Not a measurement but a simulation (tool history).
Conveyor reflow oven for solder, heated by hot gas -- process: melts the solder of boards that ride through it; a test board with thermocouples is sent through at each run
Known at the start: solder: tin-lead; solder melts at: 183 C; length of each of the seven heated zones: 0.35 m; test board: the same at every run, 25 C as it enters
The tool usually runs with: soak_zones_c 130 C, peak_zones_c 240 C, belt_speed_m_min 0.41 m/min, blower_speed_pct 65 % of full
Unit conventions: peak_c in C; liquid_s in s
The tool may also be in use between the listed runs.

run     day  soak_zones_c  peak_zones_c  belt_speed_m_min  blower_speed_pct  peak_c  liquid_s
  1       0           130           240              0.41                65   217.3        72
  2   0.446           130           240              0.41                65   216.1      70.6
  3   0.738           130           240              0.41                65   216.5      71.1
      1.125  -- flux residue cleaned out of gas plates and filters
  4   1.396           130           240              0.41                65   220.3      75.8
  5   1.862           130           240              0.41                65   219.7      74.8
  6   2.208           130           251              0.41                65     229      82.1
  7    2.45           130           251              0.41                65   229.1      83.2
  8   2.962           130           251              0.41                65   228.8      83.2
  9   3.258           130           240              0.41                71   220.8      77.2
 10   3.729           130           240              0.41                71   221.5      78.5
 11     4.2           130           240              0.41                65   219.6      75.1
      4.412  -- belt drive overhauled, speed set with a stopwatch
 12   4.662           130           240              0.41                65   218.6      75.9
 13   5.133           130           240              0.41                65   219.5      73.6
      5.717  -- belt drive overhauled, speed set with a stopwatch, once more
 14   5.804           130           240              0.41                65   218.5      75.3
 15   6.021           130           240              0.41                89   226.7      82.6
 16   6.517           130           240              0.41                65     219      72.9
 17   6.917           116           242             0.346                65     224      89.2
 18   7.354           130           240              0.41                78   222.3      78.3
      7.488  -- thermocouples of zones 6 and 7 changed
 19     7.9           124           240              0.41                87   225.4      80.8
 20   8.221           124           240              0.41                87   224.7      79.7
 21   8.446           124           240              0.41                87   225.1      79.7
 22     8.8           124           240             0.345                87   230.5      99.4
 23   9.171           124           240             0.345                87   230.1      99.1
 24   9.446           139           232             0.413                65   214.5      74.1
 25   9.808           143           245             0.454                66   222.7      75.4
 26  10.196           130           240             0.446                68   217.6      65.4
 27  10.704           130           240             0.446                68     217      66.2
 28  11.171           130           240             0.446                68   216.7      65.8
 29  11.483           130           240             0.446                68   217.1      65.3
 30  11.904           134           241             0.401                62   220.2      79.5
 31  12.425           130           240              0.41                53   214.8      69.1

Hidden state or all else? Some run-to-run changes of peak_c, split into what the settings, what came in and random variation would give without the hidden state, and what is left for the hidden state (with any gauge scatter that isn't in both results):
What the log doesn't record here: heat that the gas passes to the board, % of a clean oven's; belt's true speed, % of the reading; true gas temperature in zones 6 and 7 over the reading, C; drift of the gauge itself on peak_c, C; drift of the gauge itself on liquid_s, %.
Run 3 -> 4: flux residue cleaned out of gas plates and filters. peak_c +3.8 C: hidden state +3.1, all else +0.7.
Run 5 -> 6: peak_zones_c 240 -> 251. peak_c +9.3 C: hidden state +0, all else +9.3.
Run 14 -> 15: blower_speed_pct 65 -> 89. peak_c +8.2 C: hidden state -0.2, all else +8.4.
Run 18 -> 19: soak_zones_c 130 -> 124, blower_speed_pct 78 -> 87, thermocouples of zones 6 and 7 changed. peak_c +3.1 C: hidden state +0.8, all else +2.3.
Run 23 -> 24: soak_zones_c 124 -> 139, peak_zones_c 240 -> 232, belt_speed_m_min 0.345 -> 0.413, blower_speed_pct 87 -> 65. peak_c -15.6 C: hidden state +0, all else -15.6.

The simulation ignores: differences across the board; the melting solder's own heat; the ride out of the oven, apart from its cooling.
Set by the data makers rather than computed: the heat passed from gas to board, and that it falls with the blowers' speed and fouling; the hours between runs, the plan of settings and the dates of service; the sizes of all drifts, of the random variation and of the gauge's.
